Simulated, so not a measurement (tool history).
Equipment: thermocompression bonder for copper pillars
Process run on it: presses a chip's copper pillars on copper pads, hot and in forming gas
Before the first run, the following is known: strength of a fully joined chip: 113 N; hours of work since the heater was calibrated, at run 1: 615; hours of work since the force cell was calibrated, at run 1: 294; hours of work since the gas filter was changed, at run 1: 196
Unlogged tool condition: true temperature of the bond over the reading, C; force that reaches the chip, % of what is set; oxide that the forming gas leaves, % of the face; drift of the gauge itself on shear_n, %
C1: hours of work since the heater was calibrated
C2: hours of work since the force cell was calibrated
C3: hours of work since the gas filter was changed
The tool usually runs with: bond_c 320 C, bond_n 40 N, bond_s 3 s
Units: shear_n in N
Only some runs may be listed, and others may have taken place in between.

run 1 hour=0.0 | bond_c=320 bond_n=40 bond_s=3 | C1=615 C2=294 C3=196 | shear_n=43.8
run 2 hour=57.4 | bond_c=320 bond_n=35 bond_s=3 | C1=657 C2=336 C3=238 | shear_n=39.4
run 3 hour=109.5 | bond_c=320 bond_n=35 bond_s=3 | C1=695 C2=375 C3=276 | shear_n=40.4
run 4 hour=175.9 | bond_c=320 bond_n=35 bond_s=3 | C1=744 C2=423 C3=324 | shear_n=39.3
run 5 hour=227.6 | bond_c=320 bond_n=35 bond_s=3 | C1=782 C2=461 C3=362 | shear_n=40.3
-- hour=274.4 forming gas filter changed
run 6 hour=298.7 | bond_c=320 bond_n=35 bond_s=3 | C1=833 C2=512 C3=18 | shear_n=43.0
run 7 hour=344.0 | bond_c=320 bond_n=35 bond_s=3 | C1=867 C2=546 C3=51 | shear_n=43.7
run 8 hour=411.1 | bond_c=320 bond_n=35 bond_s=3 | C1=916 C2=595 C3=100 | shear_n=43.1
run 9 hour=491.2 | bond_c=320 bond_n=40 bond_s=6 | C1=974 C2=653 C3=158 | shear_n=57.3
run 10 hour=585.8 | bond_c=320 bond_n=40 bond_s=6 | C1=1043 C2=722 C3=228 | shear_n=57.6
run 11 hour=656.5 | bond_c=320 bond_n=40 bond_s=6 | C1=1095 C2=774 C3=279 | shear_n=56.9
-- hour=694.8 heater calibrated with a thermocouple chip
run 12 hour=699.9 | bond_c=320 bond_n=40 bond_s=6 | C1=4 C2=804 C3=310 | shear_n=51.3
run 13 hour=751.6 | bond_c=320 bond_n=56 bond_s=3 | C1=42 C2=842 C3=347 | shear_n=46.8
-- hour=759.5 force cell calibrated
run 14 hour=812.9 | bond_c=320 bond_n=40 bond_s=2 | C1=85 C2=39 C3=391 | shear_n=33.0
-- hour=819.2 forming gas filter changed
run 15 hour=906.3 | bond_c=320 bond_n=40 bond_s=2 | C1=153 C2=107 C3=64 | shear_n=35.0
run 16 hour=949.8 | bond_c=320 bond_n=32 bond_s=3 | C1=185 C2=139 C3=95 | shear_n=36.0
run 17 hour=1003.7 | bond_c=320 bond_n=32 bond_s=3 | C1=224 C2=178 C3=135 | shear_n=37.0
run 18 hour=1044.7 | bond_c=320 bond_n=40 bond_s=2 | C1=254 C2=208 C3=165 | shear_n=34.7
run 19 hour=1127.0 | bond_c=320 bond_n=40 bond_s=2 | C1=314 C2=268 C3=225 | shear_n=34.8
-- hour=1175.2 force cell calibrated, once more
run 20 hour=1204.0 | bond_c=325 bond_n=59 bond_s=4 | C1=370 C2=21 C3=280 | shear_n=59.1
run 21 hour=1285.0 | bond_c=325 bond_n=59 bond_s=4 | C1=429 C2=80 C3=339 | shear_n=59.5
-- hour=1368.8 forming gas filter changed
run 22 hour=1372.1 | bond_c=332 bond_n=26 bond_s=3 | C1=492 C2=144 C3=2 | shear_n=42.2
run 23 hour=1419.0 | bond_c=348 bond_n=31 bond_s=4 | C1=527 C2=178 C3=37 | shear_n=62.7
run 24 hour=1507.4 | bond_c=348 bond_n=31 bond_s=4 | C1=591 C2=242 C3=101 | shear_n=61.6
run 25 hour=1595.7 | bond_c=335 bond_n=34 bond_s=8 | C1=656 C2=307 C3=166 | shear_n=69.2
run 26 hour=1664.0 | bond_c=320 bond_n=29 bond_s=8 | C1=706 C2=357 C3=216 | shear_n=52.8
run 27 hour=1751.1 | bond_c=320 bond_n=40 bond_s=2 | C1=769 C2=421 C3=280 | shear_n=37.5
run 28 hour=1825.0 | bond_c=320 bond_n=29 bond_s=2 | C1=823 C2=475 C3=334 | shear_n=31.9
run 29 hour=1896.3 | bond_c=331 bond_n=29 bond_s=6 | C1=875 C2=527 C3=386 | shear_n=52.1
-- hour=1916.8 forming gas filter changed
run 30 hour=1965.2 | bond_c=301 bond_n=28 bond_s=2 | C1=925 C2=577 C3=35 | shear_n=23.5
run 31 hour=2055.1 | bond_c=301 bond_n=28 bond_s=2 | C1=991 C2=643 C3=101 | shear_n=24.8
run 32 hour=2129.4 | bond_c=320 bond_n=40 bond_s=2 | C1=1046 C2=697 C3=155 | shear_n=39.7
run 33 hour=2184.9 | bond_c=346 bond_n=58 bond_s=9 | C1=1086 C2=737 C3=196 | shear_n=93.5
-- hour=2234.8 heater calibrated with a thermocouple chip
run 34 hour=2274.2 | bond_c=308 bond_n=40 bond_s=2 | C1=29 C2=801 C3=260 | shear_n=29.3
run 35 hour=2332.3 | bond_c=320 bond_n=38 bond_s=2 | C1=71 C2=844 C3=302 | shear_n=32.9
run 36 hour=2375.9 | bond_c=333 bond_n=34 bond_s=3 | C1=103 C2=876 C3=334 | shear_n=42.5
run 37 hour=2454.0 | bond_c=333 bond_n=34 bond_s=3 | C1=160 C2=933 C3=391 | shear_n=42.1

How would selected steps in shear_n from run to run divide? Give the signed amount a tool lacking its hidden state would still show from settings, what came in and random variation, and the signed amount left for the hidden state, including any gauge scatter that is not in both of the compared results.
Run 11 -> 12: heater calibrated with a thermocouple chip. shear_n -5.6 N: hidden state -5.4, all else -0.2.
Run 21 -> 22: bond_c 325 -> 332, bond_n 59 -> 26, bond_s 4 -> 3, forming gas filter changed. shear_n -17.3 N: hidden state +4.6, all else -21.9.
Run 29 -> 30: bond_c 331 -> 301, bond_n 29 -> 28, bond_s 6 -> 2, forming gas filter changed. shear_n -28.6 N: hidden state +3.3, all else -31.9.
Run 32 -> 33: bond_c 320 -> 346, bond_n 40 -> 58, bond_s 2 -> 9. shear_n +53.8 N: hidden state -2.8, all else +56.6.
Run 33 -> 34: bond_c 346 -> 308, bond_n 58 -> 40, bond_s 9 -> 2, heater calibrated with a thermocouple chip. shear_n -64.2 N: hidden state -1.7, all else -62.5.
